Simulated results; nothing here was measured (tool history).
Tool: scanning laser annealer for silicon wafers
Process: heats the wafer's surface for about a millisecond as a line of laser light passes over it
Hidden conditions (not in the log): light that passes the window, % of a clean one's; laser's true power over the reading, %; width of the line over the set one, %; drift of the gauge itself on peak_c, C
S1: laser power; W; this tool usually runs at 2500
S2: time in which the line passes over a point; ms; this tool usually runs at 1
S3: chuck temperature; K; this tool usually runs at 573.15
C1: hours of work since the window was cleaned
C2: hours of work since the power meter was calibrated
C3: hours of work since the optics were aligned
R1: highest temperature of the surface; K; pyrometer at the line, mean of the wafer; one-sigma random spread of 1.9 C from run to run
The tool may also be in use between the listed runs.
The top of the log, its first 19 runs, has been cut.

run    hour    S1    S2      S3   C1    C2   C3       R1
      620.3  -- window over the wafer cleaned
 20   637.3  2500  0.84  573.15   10   870   46  1330.15
 21   675.6  2166  0.71  535.15   33   893   69  1151.15
 22   720.4  2138  0.98  595.15   60   920   96  1287.15
 23   751.6  2247  0.98  595.15   79   939  115  1323.15
 24     782  2205  0.97  595.15   97   957  133  1303.15
 25   811.7  2210   1.2  577.15  115   975  151  1352.15
 26   846.4  2232     1  538.15  136   995  172  1254.15
 27     866  2230  0.74  603.15  148  1007  184  1233.15
 28   896.3  2500  0.78  549.15  166  1025  202  1268.15
 29     940  2303  0.76  552.15  192  1052  228  1201.15
 30     982  2635  0.73  586.15  217  1077  253  1313.15
 31  1010.1  2481  0.85  573.15  234  1094  270  1306.15
 32  1032.1  2500  0.93  557.15  247  1107  283  1325.15
 33  1075.9  2500  0.93  557.15  274  1133  310  1318.15
 34  1118.2  2290  0.93  586.15  299  1159  335  1279.15
 35  1156.3  2296     1  563.15  322  1182  358  1284.15
 36  1187.3  2167  0.88  605.15  341  1200  377  1246.15
     1204.8  -- window over the wafer cleaned
 37  1231.5  2140  1.19  605.15   16  1226  402  1353.15
 38  1250.3  2357  1.22  594.15   27  1237  413  1425.15
 39  1287.6  2357  1.22  594.15   50  1259  436  1424.15
 40    1326  2311  0.78  594.15   73  1283  459  1263.15

3 ways to go on from here, each from the tool as it stands after run 40. What would each give?
  A  1359.3  2565     1  559.15  93  1303  479   ?
  B  1359.3  2496  0.99  589.15  93  1303  479   ?
  C  1359.3  2519  0.81  580.15  93  1303  479   ?

run       R1
  A  1377.15
  B  1386.15
  C  1315.15
The same runs, with their run-to-run variation unchanged, on a tool lacking any hidden condition would have given:
run       R1
  A  1404.15
  B  1412.15
  C  1340.15

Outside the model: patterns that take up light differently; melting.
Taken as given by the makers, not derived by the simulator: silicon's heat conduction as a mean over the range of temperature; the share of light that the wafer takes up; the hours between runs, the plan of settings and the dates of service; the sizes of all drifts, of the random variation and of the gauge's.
